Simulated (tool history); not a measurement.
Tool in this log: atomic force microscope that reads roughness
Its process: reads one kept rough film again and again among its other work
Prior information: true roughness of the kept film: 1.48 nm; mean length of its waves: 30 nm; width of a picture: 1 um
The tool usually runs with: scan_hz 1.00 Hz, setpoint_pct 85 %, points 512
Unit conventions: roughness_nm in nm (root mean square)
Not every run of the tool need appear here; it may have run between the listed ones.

| run | hour | scan_hz | setpoint_pct | points | roughness_nm |
|---|---|---|---|---|---|
| 1 | 0.0 | 1.00 | 85 | 512 | 1.165 |
| 2 | 8.2 | 1.00 | 85 | 512 | 1.152 |
| 3 | 16.8 | 1.00 | 85 | 512 | 1.150 |
| 4 | 23.7 | 1.00 | 85 | 512 | 1.148 |
|  | 25.9 | new tip fitted |
| 5 | 30.7 | 1.00 | 68 | 512 | 1.347 |
| 6 | 38.6 | 1.00 | 85 | 512 | 1.259 |
| 7 | 46.3 | 0.97 | 85 | 512 | 1.255 |
| 8 | 52.4 | 0.97 | 85 | 512 | 1.248 |
| 9 | 63.2 | 1.00 | 85 | 512 | 1.234 |
| 10 | 74.9 | 1.00 | 85 | 512 | 1.225 |
| 11 | 80.2 | 1.00 | 85 | 512 | 1.216 |
| 12 | 91.7 | 1.00 | 85 | 512 | 1.214 |
| 13 | 97.9 | 1.00 | 85 | 512 | 1.224 |
| 14 | 109.8 | 1.00 | 85 | 512 | 1.198 |
|  | 111.9 | height scale calibrated on a step standard |
| 15 | 116.1 | 1.00 | 85 | 512 | 1.179 |
| 16 | 122.3 | 1.00 | 61 | 512 | 1.299 |
| 17 | 128.2 | 1.31 | 61 | 512 | 1.273 |
| 18 | 139.2 | 1.31 | 61 | 512 | 1.270 |
|  | 142.9 | height scale calibrated on a step standard, once more |
| 19 | 146.4 | 1.31 | 61 | 263 | 1.253 |
| 20 | 156.6 | 1.31 | 61 | 263 | 1.247 |
| 21 | 167.0 | 2.85 | 71 | 929 | 1.116 |
| 22 | 172.3 | 1.00 | 85 | 303 | 1.162 |
| 23 | 180.9 | 1.64 | 74 | 354 | 1.163 |
| 24 | 188.3 | 1.00 | 85 | 920 | 1.158 |
|  | 194.3 | new tip fitted |
| 25 | 195.8 | 1.00 | 74 | 512 | 1.335 |
| 26 | 201.2 | 0.56 | 85 | 423 | 1.335 |
| 27 | 207.9 | 0.81 | 65 | 751 | 1.376 |
| 28 | 217.5 | 1.71 | 73 | 369 | 1.258 |
| 29 | 225.7 | 0.67 | 63 | 494 | 1.371 |
| 30 | 233.6 | 0.67 | 63 | 494 | 1.359 |
| 31 | 240.9 | 0.67 | 63 | 494 | 1.352 |
| 32 | 247.9 | 0.67 | 63 | 494 | 1.341 |
| 33 | 253.4 | 2.14 | 68 | 434 | 1.242 |

Consider 4 possible next runs. They are alternatives, not a sequence: every one starts from the tool as it was left by run 33. What does each give?
| A | 259.2 | 1.00 | 88 | 369 | ? |
| B | 259.2 | 2.14 | 60 | 774 | ? |
| C | 259.2 | 0.75 | 78 | 528 | ? |
| D | 259.2 | 1.18 | 68 | 768 | ? |

| run | roughness_nm |
|---|---|
| A | 1.191 |
| B | 1.282 |
| C | 1.282 |
| D | 1.287 |
Stripped of hidden state, with their random variation kept, the same runs would have yielded:
| run | roughness_nm |
|---|---|
| A | 1.243 |
| B | 1.339 |
| C | 1.338 |
| D | 1.344 |

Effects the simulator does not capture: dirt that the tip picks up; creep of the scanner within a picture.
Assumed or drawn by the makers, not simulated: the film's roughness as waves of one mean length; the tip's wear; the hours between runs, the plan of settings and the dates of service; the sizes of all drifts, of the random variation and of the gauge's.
